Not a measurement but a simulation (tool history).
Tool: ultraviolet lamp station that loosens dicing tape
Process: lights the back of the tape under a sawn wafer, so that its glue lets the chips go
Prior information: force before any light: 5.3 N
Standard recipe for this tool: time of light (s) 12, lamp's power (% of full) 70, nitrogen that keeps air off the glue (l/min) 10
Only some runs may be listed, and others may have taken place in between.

run    day  time of light (s)  lamp's power (% of full)  nitrogen that keeps air off the glue (l/min)  force that peels the tape off (N)  light that reached the tape (J/m2)
  1      0                 12                        70                                            10                              0.685                                2630
  2  1.333                 12                        68                                            10                              0.752                                2510
  3  2.471                 12                        68                                            10                              0.742                                2510
  4  3.625                 12                        68                                            10                              0.775                                2460
  5  4.983                 12                        91                                            10                              0.449                                3210
  6  5.692                 12                        91                                            10                              0.465                                3170

Run 7 has not been measured yet. What should we expect?
  7  6.454                 11                        91                                             8                                  ?                                   ?

force that peels the tape off (N): 0.616
light that reached the tape (J/m2): 2880
With no hidden state in the tool, this same run would have given force that peels the tape off (N) 0.391, light that reached the tape (J/m2) 3590.
